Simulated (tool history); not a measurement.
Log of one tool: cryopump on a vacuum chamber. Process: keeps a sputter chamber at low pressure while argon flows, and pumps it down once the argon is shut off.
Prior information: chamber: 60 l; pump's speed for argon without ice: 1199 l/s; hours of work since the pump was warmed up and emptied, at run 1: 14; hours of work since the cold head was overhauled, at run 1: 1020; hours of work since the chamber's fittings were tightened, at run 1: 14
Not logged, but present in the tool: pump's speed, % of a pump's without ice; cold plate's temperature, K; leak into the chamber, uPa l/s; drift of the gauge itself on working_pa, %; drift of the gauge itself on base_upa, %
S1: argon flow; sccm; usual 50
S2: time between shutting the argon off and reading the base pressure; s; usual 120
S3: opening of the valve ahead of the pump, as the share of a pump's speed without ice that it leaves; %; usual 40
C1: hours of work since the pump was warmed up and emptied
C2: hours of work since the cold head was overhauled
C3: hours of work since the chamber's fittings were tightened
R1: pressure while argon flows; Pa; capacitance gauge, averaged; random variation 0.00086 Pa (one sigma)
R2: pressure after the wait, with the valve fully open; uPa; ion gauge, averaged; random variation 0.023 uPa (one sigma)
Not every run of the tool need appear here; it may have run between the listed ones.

Run 1, hour 0.0: usual settings; C1 14; C2 1020; C3 14. Result: R1 0.1765 Pa, R2 0.73 uPa.
Run 2, hour 23.3: usual settings but S3 18 %; C1 35; C2 1041; C3 35. Result: R1 0.3938 Pa, R2 0.80 uPa.
Run 3, hour 60.1: usual settings; C1 67; C2 1073; C3 67. Result: R1 0.1810 Pa, R2 0.73 uPa.
Run 4, hour 83.9: usual settings; C1 88; C2 1094; C3 88. Result: R1 0.1799 Pa, R2 0.78 uPa.
Run 5, hour 101.4: usual settings; C1 104; C2 1110; C3 104. Result: R1 0.1820 Pa, R2 0.84 uPa.
Run 6, hour 131.5: usual settings; C1 130; C2 1136; C3 130. Result: R1 0.1836 Pa, R2 0.81 uPa.
Run 7, hour 171.8: usual settings; C1 166; C2 1172; C3 166. Result: R1 0.1844 Pa, R2 0.84 uPa.
Run 8, hour 191.1: usual settings; C1 183; C2 1189; C3 183. Result: R1 0.1881 Pa, R2 0.88 uPa.
Run 9, hour 224.4: usual settings; C1 212; C2 1218; C3 212. Result: R1 0.1882 Pa, R2 0.84 uPa.
Run 10, hour 260.4: usual settings but S1 39 sccm; C1 244; C2 1250; C3 244. Result: R1 0.1472 Pa, R2 0.87 uPa.
Run 11, hour 287.5: usual settings but S2 72 s; C1 268; C2 1274; C3 268. Result: R1 0.1924 Pa, R2 1.22 uPa.
Run 12, hour 307.1: usual settings but S2 72 s; C1 285; C2 1291; C3 285. Result: R1 0.1926 Pa, R2 1.19 uPa.
Run 13, hour 333.3: usual settings but S2 72 s; C1 308; C2 1314; C3 308. Result: R1 0.1942 Pa, R2 1.19 uPa.
Run 14, hour 358.1: usual settings but S2 72 s; C1 330; C2 1336; C3 330. Result: R1 0.1975 Pa, R2 1.23 uPa.
Run 15, hour 394.5: usual settings but S1 21 sccm, S2 72 s; C1 362; C2 1368; C3 362. Result: R1 0.0830 Pa, R2 1.26 uPa.
Run 16, hour 412.7: usual settings but S1 21 sccm, S2 72 s; C1 378; C2 1384; C3 378. Result: R1 0.0841 Pa, R2 1.29 uPa.
Run 17, hour 446.2: usual settings but S1 53 sccm, S2 113 s; C1 408; C2 1414; C3 408. Result: R1 0.2135 Pa, R2 1.01 uPa.
Run 18, hour 475.1: usual settings but S1 28 sccm, S2 56 s, S3 45 %; C1 433; C2 1439; C3 433. Result: R1 0.1028 Pa, R2 1.50 uPa.
Run 19, hour 507.4: usual settings but S1 42 sccm, S2 56 s, S3 15 %; C1 462; C2 1468; C3 462. Result: R1 0.4191 Pa, R2 1.57 uPa.
At hour 533.7: pump warmed up, emptied and cooled again.
Run 20, hour 545.4: usual settings but S1 42 sccm, S2 110 s, S3 24 %; C1 10; C2 1497; C3 491. Result: R1 0.2501 Pa, R2 0.90 uPa.
Run 21, hour 570.3: usual settings but S1 42 sccm, S2 110 s, S3 24 %; C1 32; C2 1519; C3 513. Result: R1 0.2482 Pa, R2 0.96 uPa.
Run 22, hour 588.8: usual settings but S1 48 sccm, S2 27 s; C1 49; C2 1535; C3 529. Result: R1 0.1731 Pa, R2 2.51 uPa.
Run 23, hour 610.9: usual settings but S1 32 sccm, S2 68 s, S3 55 %; C1 68; C2 1555; C3 549. Result: R1 0.0851 Pa, R2 1.27 uPa.
Run 24, hour 649.0: usual settings but S1 32 sccm, S2 68 s, S3 55 %; C1 102; C2 1588; C3 582. Result: R1 0.0856 Pa, R2 1.30 uPa.
Run 25, hour 687.1: usual settings but S1 32 sccm, S2 68 s, S3 55 %; C1 135; C2 1622; C3 616. Result: R1 0.0875 Pa, R2 1.34 uPa.
Run 26, hour 713.8: usual settings but S1 52 sccm, S2 27 s; C1 159; C2 1645; C3 639. Result: R1 0.1935 Pa, R2 2.59 uPa.
Run 27, hour 743.7: usual settings but S1 52 sccm, S2 27 s; C1 185; C2 1672; C3 666. Result: R1 0.1938 Pa, R2 2.61 uPa.
Run 28, hour 774.5: usual settings but S1 52 sccm, S2 27 s; C1 212; C2 1699; C3 693. Result: R1 0.1973 Pa, R2 2.68 uPa.
Run 29, hour 800.7: usual settings but S1 52 sccm, S2 27 s; C1 235; C2 1722; C3 716. Result: R1 0.1972 Pa, R2 2.69 uPa.
Run 30, hour 841.1: usual settings but S1 24 sccm, S2 22 s, S3 16 %; C1 271; C2 1758; C3 752. Result: R1 0.2195 Pa, R2 3.14 uPa.
Run 31, hour 870.2: usual settings but S1 24 sccm, S2 22 s, S3 16 %; C1 297; C2 1783; C3 777. Result: R1 0.2218 Pa, R2 3.00 uPa.
Run 32, hour 891.6: usual settings but S1 30 sccm, S2 35 s, S3 16 %; C1 316; C2 1802; C3 796. Result: R1 0.2784 Pa, R2 2.20 uPa.

Below, some changes in R1 between adjacent runs. For each, the amount present without the hidden state too (settings, incoming material, random variation) and the amount remaining for the hidden state with gauge scatter not shared by both compared results:
Run 1 -> 2: S3 40 -> 18. R1 +0.2173 Pa: hidden state +0.0010, all else +0.2163.
Run 2 -> 3: S3 18 -> 40. R1 -0.2128 Pa: hidden state +0.0017, all else -0.2145.
Run 16 -> 17: S1 21 -> 53, S2 72 -> 113. R1 +0.1294 Pa: hidden state +0.0175, all else +0.1119.
Run 17 -> 18: S1 53 -> 28, S2 113 -> 56, S3 40 -> 45. R1 -0.1107 Pa: hidden state -0.0118, all else -0.0989.
Run 18 -> 19: S1 28 -> 42, S3 45 -> 15. R1 +0.3163 Pa: hidden state +0.0098, all else +0.3065.
Run 19 -> 20: S2 56 -> 110, S3 15 -> 24, pump warmed up, emptied and cooled again. R1 -0.1690 Pa: hidden state -0.0241, all else -0.1449.
